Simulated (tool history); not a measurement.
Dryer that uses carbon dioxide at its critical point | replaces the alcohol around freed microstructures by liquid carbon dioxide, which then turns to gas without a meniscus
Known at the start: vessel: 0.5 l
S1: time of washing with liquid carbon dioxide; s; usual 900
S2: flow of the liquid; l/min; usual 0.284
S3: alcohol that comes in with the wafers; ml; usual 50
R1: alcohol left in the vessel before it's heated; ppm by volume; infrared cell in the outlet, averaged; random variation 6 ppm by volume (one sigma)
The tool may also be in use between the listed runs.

run    hour    S1     S2   S3    R1
  1     0.0   900  0.284   50   436
  2    32.1   900  0.284   50   437
  3    73.7   900  0.284   50   461
       80.5  -- purifier's bed changed
  4   123.5   900  0.284   50   358
  5   152.6   900  0.284   50   371
  6   188.0   900  0.284   50   399
  7   234.4   900  0.284   43   364
  8   260.2   900  0.284   43   390
  9   304.2   540  0.284   50  3809
 10   338.9   540  0.284   54  4210
 11   386.3   900  0.284   37   393
 12   414.1   900  0.284   73   748
      444.5  -- inlet filter changed
 13   453.3   900  0.284   73   396
 14   495.7   900  0.284   73   418
 15   534.9   900  0.284   50   322
 16   570.5   900  0.284   50   344
 17   603.3   600  0.284   50  2019
 18   633.6   600  0.284   50  2009
 19   654.8   900  0.248   50   700
 20   685.9   900  0.248   50   706
 21   723.0   900  0.248   50   768
 22   765.7   900  0.389   28   135
 23   814.5   780  0.470   65   159
 24   850.2   900  0.284   71   624
 25   885.4  1200  0.231   52   367
      896.3  -- purifier's bed changed
 26   920.0  1380  0.406  102    14
 27   941.3   900  0.284   45   364
 28   979.8   780  0.312   79   802
 29  1010.3   780  0.447   91   116
 30  1040.2   780  0.447   91   127
 31  1069.2   900  0.284   50   470
 32  1094.5   660  0.270   61  2887

Run 33 comes next. What will it give?
     1134.6  -- inlet filter changed
 33  1135.2  900  0.280  50   ?

R1: 280 ppm by volume
Without the tool's hidden state the same run would have given R1 239 ppm by volume.

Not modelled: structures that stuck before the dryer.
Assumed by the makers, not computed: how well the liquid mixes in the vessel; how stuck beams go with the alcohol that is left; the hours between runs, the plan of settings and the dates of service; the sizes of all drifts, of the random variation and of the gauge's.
